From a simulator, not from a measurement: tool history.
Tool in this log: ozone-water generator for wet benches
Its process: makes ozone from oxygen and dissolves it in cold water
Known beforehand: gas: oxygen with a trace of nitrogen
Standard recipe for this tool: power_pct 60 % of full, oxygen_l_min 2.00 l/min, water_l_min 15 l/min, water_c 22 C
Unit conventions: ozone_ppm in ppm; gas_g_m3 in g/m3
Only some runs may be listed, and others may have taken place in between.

| run | hour | power_pct | oxygen_l_min | water_l_min | water_c | ozone_ppm | gas_g_m3 |
|---|---|---|---|---|---|---|---|
| 1 | 0.0 | 60 | 2.00 | 15 | 22 | 6.2 | 94.9 |
| 2 | 149.6 | 60 | 2.00 | 15 | 22 | 5.9 | 94.4 |
| 3 | 305.9 | 60 | 2.00 | 15 | 22 | 5.9 | 93.2 |
| 4 | 519.3 | 60 | 2.00 | 15 | 22 | 5.9 | 92.0 |
| 5 | 665.2 | 60 | 2.00 | 10 | 22 | 8.5 | 90.8 |
| 6 | 866.4 | 60 | 2.00 | 10 | 22 | 8.0 | 89.9 |
| 7 | 984.5 | 60 | 2.00 | 10 | 22 | 8.1 | 88.7 |
| 8 | 1166.6 | 60 | 2.00 | 15 | 22 | 5.7 | 87.2 |
| 9 | 1321.3 | 60 | 2.27 | 15 | 22 | 5.5 | 81.8 |
|  | 1360.2 | electrodes of the discharge changed |
|  | 1388.3 | contactor cleaned |
| 10 | 1525.6 | 60 | 2.27 | 15 | 22 | 8.7 | 121.4 |
| 11 | 1749.2 | 50 | 2.27 | 15 | 25 | 7.6 | 108.9 |
| 12 | 1911.5 | 85 | 2.00 | 15 | 22 | 9.6 | 147.5 |
| 13 | 2036.6 | 85 | 2.00 | 9 | 27 | 14.2 | 148.7 |
| 14 | 2240.4 | 52 | 1.07 | 19 | 22 | 5.0 | 161.0 |
| 15 | 2454.1 | 50 | 1.33 | 22 | 17 | 4.4 | 139.4 |
| 16 | 2669.7 | 76 | 2.00 | 15 | 22 | 8.9 | 135.5 |

Selected run-to-run steps in ozone_ppm, each split into two signed amounts: the part the tool would show with no hidden state at all (from settings, incoming material and random variation), and the remainder, which goes to the hidden state together with any gauge scatter not common to the measured and the hidden-state-free results:
Unlogged tool condition in this case: yield of the discharge, % of new electrodes'; contactor's efficiency, % of a clean one's; true water temperature over the reading, C; drift of the gauge itself on ozone_ppm, %; drift of the gauge itself on gas_g_m3, %.
Run 9 -> 10: electrodes of the discharge changed, contactor cleaned. ozone_ppm +3.2 ppm: hidden state +3.0, all else +0.2.
Run 13 -> 14: power_pct 85 -> 52, oxygen_l_min 2.00 -> 1.07, water_l_min 9 -> 19, water_c 27 -> 22. ozone_ppm -9.2 ppm: hidden state +0.5, all else -9.7.
